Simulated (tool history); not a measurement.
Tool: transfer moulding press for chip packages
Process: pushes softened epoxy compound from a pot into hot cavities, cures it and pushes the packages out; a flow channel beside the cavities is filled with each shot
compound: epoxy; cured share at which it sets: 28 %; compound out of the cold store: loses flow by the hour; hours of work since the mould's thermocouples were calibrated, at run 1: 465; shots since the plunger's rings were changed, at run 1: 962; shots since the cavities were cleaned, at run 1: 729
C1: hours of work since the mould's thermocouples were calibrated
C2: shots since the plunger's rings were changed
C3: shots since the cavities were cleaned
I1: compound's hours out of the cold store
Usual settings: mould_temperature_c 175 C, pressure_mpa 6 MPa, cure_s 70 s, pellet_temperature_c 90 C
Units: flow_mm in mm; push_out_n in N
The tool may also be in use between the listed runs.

{"run": 1, "hour": 0.0, "mould_temperature_c": 175, "pressure_mpa": 6, "cure_s": 70, "pellet_temperature_c": 90, "C1": 465, "C2": 962, "C3": 729, "I1": 11.3, "flow_mm": 677, "push_out_n": 485}
{"hour": 25.9, "done": "cavities cleaned with cleaning compound and waxed"}
{"run": 2, "hour": 53.6, "mould_temperature_c": 175, "pressure_mpa": 6, "cure_s": 70, "pellet_temperature_c": 90, "C1": 486, "C2": 1458, "C3": 263, "I1": 32, "flow_mm": 636, "push_out_n": 481}
{"run": 3, "hour": 111.4, "mould_temperature_c": 175, "pressure_mpa": 6, "cure_s": 55, "pellet_temperature_c": 90, "C1": 509, "C2": 2008, "C3": 813, "I1": 10.9, "flow_mm": 670, "push_out_n": 941}
{"hour": 128.3, "done": "cavities cleaned with cleaning compound and waxed"}
{"run": 4, "hour": 169.8, "mould_temperature_c": 175, "pressure_mpa": 6, "cure_s": 70, "pellet_temperature_c": 90, "C1": 532, "C2": 2550, "C3": 395, "I1": 38.2, "flow_mm": 620, "push_out_n": 478}
{"hour": 233.0, "done": "cavities cleaned with cleaning compound and waxed"}
{"run": 5, "hour": 234.4, "mould_temperature_c": 175, "pressure_mpa": 6, "cure_s": 84, "pellet_temperature_c": 90, "C1": 557, "C2": 3150, "C3": 13, "I1": 41.6, "flow_mm": 622, "push_out_n": 322}
{"run": 6, "hour": 285.4, "mould_temperature_c": 175, "pressure_mpa": 6, "cure_s": 64, "pellet_temperature_c": 90, "C1": 578, "C2": 3635, "C3": 498, "I1": 30.8, "flow_mm": 637, "push_out_n": 589}
{"run": 7, "hour": 327.8, "mould_temperature_c": 175, "pressure_mpa": 6.48, "cure_s": 70, "pellet_temperature_c": 90, "C1": 595, "C2": 4039, "C3": 902, "I1": 41.8, "flow_mm": 649, "push_out_n": 455}
{"hour": 334.7, "done": "cavities cleaned with cleaning compound and waxed"}
{"run": 8, "hour": 411.0, "mould_temperature_c": 175, "pressure_mpa": 6.48, "cure_s": 70, "pellet_temperature_c": 90, "C1": 628, "C2": 4817, "C3": 726, "I1": 21.6, "flow_mm": 682, "push_out_n": 470}
{"hour": 440.8, "done": "cavities cleaned with cleaning compound and waxed"}
{"run": 9, "hour": 499.9, "mould_temperature_c": 175, "pressure_mpa": 6.48, "cure_s": 70, "pellet_temperature_c": 90, "C1": 663, "C2": 5648, "C3": 562, "I1": 39.4, "flow_mm": 635, "push_out_n": 457}
{"hour": 541.3, "done": "cavities cleaned with cleaning compound and waxed"}
{"run": 10, "hour": 548.8, "mould_temperature_c": 175, "pressure_mpa": 6.48, "cure_s": 70, "pellet_temperature_c": 90, "C1": 682, "C2": 6100, "C3": 72, "I1": 15, "flow_mm": 694, "push_out_n": 499}
{"run": 11, "hour": 593.5, "mould_temperature_c": 175, "pressure_mpa": 6.48, "cure_s": 70, "pellet_temperature_c": 90, "C1": 700, "C2": 6525, "C3": 497, "I1": 36.7, "flow_mm": 648, "push_out_n": 467}
{"hour": 606.5, "done": "plunger's sealing rings changed"}
{"hour": 645.1, "done": "cavities cleaned with cleaning compound and waxed"}
{"run": 12, "hour": 685.6, "mould_temperature_c": 175, "pressure_mpa": 6, "cure_s": 70, "pellet_temperature_c": 90, "C1": 735, "C2": 739, "C3": 386, "I1": 41.7, "flow_mm": 625, "push_out_n": 443}
{"hour": 750.0, "done": "cavities cleaned with cleaning compound and waxed"}
{"run": 13, "hour": 755.5, "mould_temperature_c": 175, "pressure_mpa": 6.49, "cure_s": 70, "pellet_temperature_c": 90, "C1": 763, "C2": 1389, "C3": 52, "I1": 13.5, "flow_mm": 692, "push_out_n": 471}
{"hour": 814.1, "done": "mould's thermocouples calibrated"}
{"run": 14, "hour": 820.5, "mould_temperature_c": 175, "pressure_mpa": 6.49, "cure_s": 70, "pellet_temperature_c": 95, "C1": 3, "C2": 1989, "C3": 652, "I1": 13.8, "flow_mm": 695, "push_out_n": 467}
{"hour": 852.2, "done": "cavities cleaned with cleaning compound and waxed"}
{"run": 15, "hour": 888.5, "mould_temperature_c": 175, "pressure_mpa": 6.61, "cure_s": 52, "pellet_temperature_c": 95, "C1": 29, "C2": 2622, "C3": 345, "I1": 35.2, "flow_mm": 663, "push_out_n": 971}
{"hour": 954.3, "done": "cavities cleaned with cleaning compound and waxed"}
{"run": 16, "hour": 958.3, "mould_temperature_c": 170, "pressure_mpa": 6.15, "cure_s": 100, "pellet_temperature_c": 87, "C1": 57, "C2": 3272, "C3": 38, "I1": 42.6, "flow_mm": 645, "push_out_n": 316}
{"run": 17, "hour": 995.8, "mould_temperature_c": 170, "pressure_mpa": 6.15, "cure_s": 100, "pellet_temperature_c": 87, "C1": 72, "C2": 3630, "C3": 396, "I1": 9.8, "flow_mm": 698, "push_out_n": 334}
{"run": 18, "hour": 1047.9, "mould_temperature_c": 181, "pressure_mpa": 5.59, "cure_s": 77, "pellet_temperature_c": 95, "C1": 93, "C2": 4125, "C3": 891, "I1": 18.1, "flow_mm": 630, "push_out_n": 299}
{"hour": 1057.7, "done": "cavities cleaned with cleaning compound and waxed"}
{"run": 19, "hour": 1105.2, "mould_temperature_c": 173, "pressure_mpa": 6.24, "cure_s": 57, "pellet_temperature_c": 94, "C1": 115, "C2": 4656, "C3": 452, "I1": 10.7, "flow_mm": 688, "push_out_n": 928}
{"hour": 1161.3, "done": "cavities cleaned with cleaning compound and waxed"}
{"run": 20, "hour": 1184.7, "mould_temperature_c": 175, "pressure_mpa": 6, "cure_s": 70, "pellet_temperature_c": 81, "C1": 147, "C2": 5399, "C3": 223, "I1": 47.5, "flow_mm": 611, "push_out_n": 457}
{"hour": 1267.0, "done": "cavities cleaned with cleaning compound and waxed"}
{"run": 21, "hour": 1274.7, "mould_temperature_c": 179, "pressure_mpa": 6, "cure_s": 60, "pellet_temperature_c": 90, "C1": 182, "C2": 6241, "C3": 73, "I1": 21.2, "flow_mm": 637, "push_out_n": 528}
{"hour": 1314.4, "done": "plunger's sealing rings changed"}
{"run": 22, "hour": 1315.4, "mould_temperature_c": 175, "pressure_mpa": 6, "cure_s": 72, "pellet_temperature_c": 99, "C1": 197, "C2": 10, "C3": 437, "I1": 34.8, "flow_mm": 634, "push_out_n": 430}
{"run": 23, "hour": 1359.7, "mould_temperature_c": 175, "pressure_mpa": 6, "cure_s": 72, "pellet_temperature_c": 99, "C1": 215, "C2": 431, "C3": 858, "I1": 46.9, "flow_mm": 610, "push_out_n": 395}
{"hour": 1371.2, "done": "cavities cleaned with cleaning compound and waxed"}
{"run": 24, "hour": 1428.3, "mould_temperature_c": 180, "pressure_mpa": 6, "cure_s": 71, "pellet_temperature_c": 90, "C1": 242, "C2": 1070, "C3": 543, "I1": 14.4, "flow_mm": 660, "push_out_n": 351}
{"hour": 1474.6, "done": "cavities cleaned with cleaning compound and waxed"}
{"run": 25, "hour": 1489.9, "mould_temperature_c": 180, "pressure_mpa": 6, "cure_s": 71, "pellet_temperature_c": 90, "C1": 266, "C2": 1642, "C3": 146, "I1": 23.5, "flow_mm": 638, "push_out_n": 341}
{"run": 26, "hour": 1551.0, "mould_temperature_c": 172, "pressure_mpa": 5.25, "cure_s": 60, "pellet_temperature_c": 87, "C1": 291, "C2": 2224, "C3": 728, "I1": 36, "flow_mm": 602, "push_out_n": 861}

Forecast each of these 4 alternatives for the next run:
{"hour": 1574.5, "done": "cavities cleaned with cleaning compound and waxed"}
{"run": "A", "hour": 1627.4, "mould_temperature_c": 175, "pressure_mpa": 6.73, "cure_s": 70, "pellet_temperature_c": 98, "C1": 321, "C2": 2937, "C3": 505, "I1": 42.7, "flow_mm": "?", "push_out_n": "?"}
{"hour": 1574.5, "done": "cavities cleaned with cleaning compound and waxed"}
{"run": "B", "hour": 1627.4, "mould_temperature_c": 172, "pressure_mpa": 6.27, "cure_s": 60, "pellet_temperature_c": 87, "C1": 321, "C2": 2937, "C3": 505, "I1": 23.9, "flow_mm": "?", "push_out_n": "?"}
{"hour": 1574.5, "done": "cavities cleaned with cleaning compound and waxed"}
{"run": "C", "hour": 1627.4, "mould_temperature_c": 175, "pressure_mpa": 4.53, "cure_s": 70, "pellet_temperature_c": 93, "C1": 321, "C2": 2937, "C3": 505, "I1": 31.5, "flow_mm": "?", "push_out_n": "?"}
{"hour": 1574.5, "done": "cavities cleaned with cleaning compound and waxed"}
{"run": "D", "hour": 1627.4, "mould_temperature_c": 172, "pressure_mpa": 5.68, "cure_s": 60, "pellet_temperature_c": 93, "C1": 321, "C2": 2937, "C3": 505, "I1": 18.9, "flow_mm": "?", "push_out_n": "?"}

run=A flow_mm=653 push_out_n=448
run=B flow_mm=667 push_out_n=882
run=C flow_mm=554 push_out_n=451
run=D flow_mm=660 push_out_n=851
Without the tool's hidden state the same runs would have given:
run=A flow_mm=654 push_out_n=442
run=B flow_mm=667 push_out_n=870
run=C flow_mm=554 push_out_n=445
run=D flow_mm=661 push_out_n=839
